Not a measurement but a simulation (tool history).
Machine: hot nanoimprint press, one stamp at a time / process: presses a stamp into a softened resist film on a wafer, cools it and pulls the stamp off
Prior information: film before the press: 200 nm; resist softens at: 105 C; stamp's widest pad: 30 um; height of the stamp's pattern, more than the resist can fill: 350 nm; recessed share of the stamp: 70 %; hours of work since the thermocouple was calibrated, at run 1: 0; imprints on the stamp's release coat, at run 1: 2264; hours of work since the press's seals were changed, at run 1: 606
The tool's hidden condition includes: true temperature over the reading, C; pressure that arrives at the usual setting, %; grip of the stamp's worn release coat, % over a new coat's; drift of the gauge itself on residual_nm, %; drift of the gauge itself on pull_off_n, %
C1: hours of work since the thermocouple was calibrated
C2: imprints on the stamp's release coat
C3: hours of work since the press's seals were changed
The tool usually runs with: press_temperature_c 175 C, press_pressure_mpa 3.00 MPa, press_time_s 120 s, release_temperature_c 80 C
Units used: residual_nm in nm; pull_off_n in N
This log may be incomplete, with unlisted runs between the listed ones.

{"run": 1, "day": 0.0, "press_temperature_c": 175, "press_pressure_mpa": 3.0, "press_time_s": 120, "release_temperature_c": 80, "C1": 0, "C2": 2264, "C3": 606, "residual_nm": 74.1, "pull_off_n": 127}
{"day": 0.454, "done": "stamp cleaned and given a new release coat"}
{"run": 2, "day": 3.771, "press_temperature_c": 175, "press_pressure_mpa": 3.0, "press_time_s": 120, "release_temperature_c": 80, "C1": 67, "C2": 384, "C3": 673, "residual_nm": 71.8, "pull_off_n": 120}
{"day": 4.65, "done": "press's hydraulic seals changed and the load cell set to zero"}
{"run": 3, "day": 8.158, "press_temperature_c": 175, "press_pressure_mpa": 3.0, "press_time_s": 120, "release_temperature_c": 80, "C1": 144, "C2": 853, "C3": 67, "residual_nm": 73.3, "pull_off_n": 123}
{"run": 4, "day": 12.25, "press_temperature_c": 175, "press_pressure_mpa": 3.0, "press_time_s": 120, "release_temperature_c": 71, "C1": 222, "C2": 1327, "C3": 145, "residual_nm": 72.2, "pull_off_n": 133}
{"run": 5, "day": 16.375, "press_temperature_c": 175, "press_pressure_mpa": 3.0, "press_time_s": 120, "release_temperature_c": 82, "C1": 301, "C2": 1804, "C3": 223, "residual_nm": 71.9, "pull_off_n": 121}
{"day": 17.329, "done": "plate thermocouple calibrated"}
{"run": 6, "day": 19.5, "press_temperature_c": 175, "press_pressure_mpa": 3.0, "press_time_s": 120, "release_temperature_c": 82, "C1": 41, "C2": 2152, "C3": 281, "residual_nm": 71.5, "pull_off_n": 123}
{"day": 20.917, "done": "stamp cleaned and given a new release coat"}
{"run": 7, "day": 23.662, "press_temperature_c": 169, "press_pressure_mpa": 3.0, "press_time_s": 120, "release_temperature_c": 80, "C1": 116, "C2": 318, "C3": 355, "residual_nm": 91.3, "pull_off_n": 124}
{"run": 8, "day": 26.504, "press_temperature_c": 169, "press_pressure_mpa": 3.0, "press_time_s": 120, "release_temperature_c": 80, "C1": 170, "C2": 647, "C3": 409, "residual_nm": 92.1, "pull_off_n": 121}
{"run": 9, "day": 29.521, "press_temperature_c": 175, "press_pressure_mpa": 3.0, "press_time_s": 121, "release_temperature_c": 80, "C1": 228, "C2": 996, "C3": 467, "residual_nm": 72.4, "pull_off_n": 123}
{"run": 10, "day": 31.292, "press_temperature_c": 175, "press_pressure_mpa": 3.0, "press_time_s": 120, "release_temperature_c": 77, "C1": 261, "C2": 1201, "C3": 500, "residual_nm": 72.5, "pull_off_n": 127}
{"run": 11, "day": 33.038, "press_temperature_c": 175, "press_pressure_mpa": 3.0, "press_time_s": 120, "release_temperature_c": 77, "C1": 295, "C2": 1404, "C3": 534, "residual_nm": 72.9, "pull_off_n": 123}
{"day": 34.133, "done": "plate thermocouple calibrated"}
{"run": 12, "day": 36.046, "press_temperature_c": 175, "press_pressure_mpa": 3.0, "press_time_s": 120, "release_temperature_c": 77, "C1": 36, "C2": 1737, "C3": 589, "residual_nm": 72.5, "pull_off_n": 125}
{"run": 13, "day": 39.096, "press_temperature_c": 175, "press_pressure_mpa": 3.0, "press_time_s": 120, "release_temperature_c": 77, "C1": 95, "C2": 2091, "C3": 647, "residual_nm": 72.1, "pull_off_n": 129}
{"day": 40.983, "done": "stamp cleaned and given a new release coat"}
{"day": 41.317, "done": "press's hydraulic seals changed and the load cell set to zero"}
{"run": 14, "day": 43.558, "press_temperature_c": 175, "press_pressure_mpa": 3.0, "press_time_s": 76, "release_temperature_c": 80, "C1": 169, "C2": 260, "C3": 43, "residual_nm": 86.6, "pull_off_n": 122}
{"run": 15, "day": 45.512, "press_temperature_c": 175, "press_pressure_mpa": 3.0, "press_time_s": 76, "release_temperature_c": 80, "C1": 206, "C2": 486, "C3": 80, "residual_nm": 85.5, "pull_off_n": 121}
{"run": 16, "day": 49.512, "press_temperature_c": 175, "press_pressure_mpa": 4.66, "press_time_s": 120, "release_temperature_c": 80, "C1": 282, "C2": 949, "C3": 156, "residual_nm": 57.7, "pull_off_n": 121}
{"day": 51.558, "done": "plate thermocouple calibrated"}
{"run": 17, "day": 51.879, "press_temperature_c": 175, "press_pressure_mpa": 3.9, "press_time_s": 120, "release_temperature_c": 79, "C1": 6, "C2": 1209, "C3": 199, "residual_nm": 63.5, "pull_off_n": 121}
{"run": 18, "day": 54.871, "press_temperature_c": 175, "press_pressure_mpa": 2.0, "press_time_s": 120, "release_temperature_c": 79, "C1": 63, "C2": 1555, "C3": 256, "residual_nm": 89.2, "pull_off_n": 125}
{"run": 19, "day": 56.971, "press_temperature_c": 175, "press_pressure_mpa": 2.0, "press_time_s": 120, "release_temperature_c": 79, "C1": 103, "C2": 1798, "C3": 296, "residual_nm": 87.8, "pull_off_n": 122}
{"run": 20, "day": 59.758, "press_temperature_c": 175, "press_pressure_mpa": 2.0, "press_time_s": 120, "release_temperature_c": 79, "C1": 156, "C2": 2121, "C3": 349, "residual_nm": 86.8, "pull_off_n": 127}
{"day": 61.429, "done": "stamp cleaned and given a new release coat"}
{"run": 21, "day": 63.542, "press_temperature_c": 180, "press_pressure_mpa": 2.75, "press_time_s": 110, "release_temperature_c": 66, "C1": 224, "C2": 244, "C3": 416, "residual_nm": 65.1, "pull_off_n": 137}
{"run": 22, "day": 67.125, "press_temperature_c": 172, "press_pressure_mpa": 3.0, "press_time_s": 120, "release_temperature_c": 80, "C1": 292, "C2": 659, "C3": 485, "residual_nm": 82.6, "pull_off_n": 122}
{"day": 68.55, "done": "plate thermocouple calibrated"}
{"run": 23, "day": 70.775, "press_temperature_c": 172, "press_pressure_mpa": 3.0, "press_time_s": 120, "release_temperature_c": 80, "C1": 42, "C2": 1067, "C3": 552, "residual_nm": 80.9, "pull_off_n": 125}
{"run": 24, "day": 72.667, "press_temperature_c": 172, "press_pressure_mpa": 3.0, "press_time_s": 120, "release_temperature_c": 80, "C1": 78, "C2": 1286, "C3": 588, "residual_nm": 81.3, "pull_off_n": 122}
{"run": 25, "day": 75.05, "press_temperature_c": 184, "press_pressure_mpa": 3.0, "press_time_s": 180, "release_temperature_c": 68, "C1": 124, "C2": 1562, "C3": 633, "residual_nm": 43.6, "pull_off_n": 136}
{"day": 77.833, "done": "press's hydraulic seals changed and the load cell set to zero"}
{"run": 26, "day": 77.833, "press_temperature_c": 184, "press_pressure_mpa": 3.0, "press_time_s": 180, "release_temperature_c": 68, "C1": 170, "C2": 1846, "C3": 0, "residual_nm": 42.8, "pull_off_n": 137}
{"run": 27, "day": 79.75, "press_temperature_c": 168, "press_pressure_mpa": 3.65, "press_time_s": 64, "release_temperature_c": 68, "C1": 207, "C2": 2068, "C3": 37, "residual_nm": 109.4, "pull_off_n": 133}
{"day": 81.867, "done": "stamp cleaned and given a new release coat"}
{"run": 28, "day": 81.867, "press_temperature_c": 168, "press_pressure_mpa": 3.65, "press_time_s": 64, "release_temperature_c": 68, "C1": 243, "C2": 0, "C3": 72, "residual_nm": 107.2, "pull_off_n": 131}

Below are 4 alternative next runs, each starting from the tool's condition after run 28. Predict each:
{"day": 85.721, "done": "plate thermocouple calibrated"}
{"run": "A", "day": 85.833, "press_temperature_c": 182, "press_pressure_mpa": 3.65, "press_time_s": 121, "release_temperature_c": 68, "C1": 2, "C2": 445, "C3": 145, "residual_nm": "?", "pull_off_n": "?"}
{"day": 85.721, "done": "plate thermocouple calibrated"}
{"run": "B", "day": 85.833, "press_temperature_c": 164, "press_pressure_mpa": 3.66, "press_time_s": 64, "release_temperature_c": 66, "C1": 2, "C2": 445, "C3": 145, "residual_nm": "?", "pull_off_n": "?"}
{"day": 85.721, "done": "plate thermocouple calibrated"}
{"run": "C", "day": 85.833, "press_temperature_c": 168, "press_pressure_mpa": 2.49, "press_time_s": 173, "release_temperature_c": 76, "C1": 2, "C2": 445, "C3": 145, "residual_nm": "?", "pull_off_n": "?"}
{"day": 85.721, "done": "plate thermocouple calibrated"}
{"run": "D", "day": 85.833, "press_temperature_c": 178, "press_pressure_mpa": 3.65, "press_time_s": 227, "release_temperature_c": 77, "C1": 2, "C2": 445, "C3": 145, "residual_nm": "?", "pull_off_n": "?"}

run=A residual_nm=49.1 pull_off_n=139
run=B residual_nm=123.0 pull_off_n=133
run=C residual_nm=90.3 pull_off_n=124
run=D residual_nm=44.4 pull_off_n=124
With the hidden condition removed and each run's random variation left untouched, the same runs would have given:
run=A residual_nm=49.1 pull_off_n=139
run=B residual_nm=123.0 pull_off_n=133
run=C residual_nm=90.3 pull_off_n=124
run=D residual_nm=44.4 pull_off_n=124
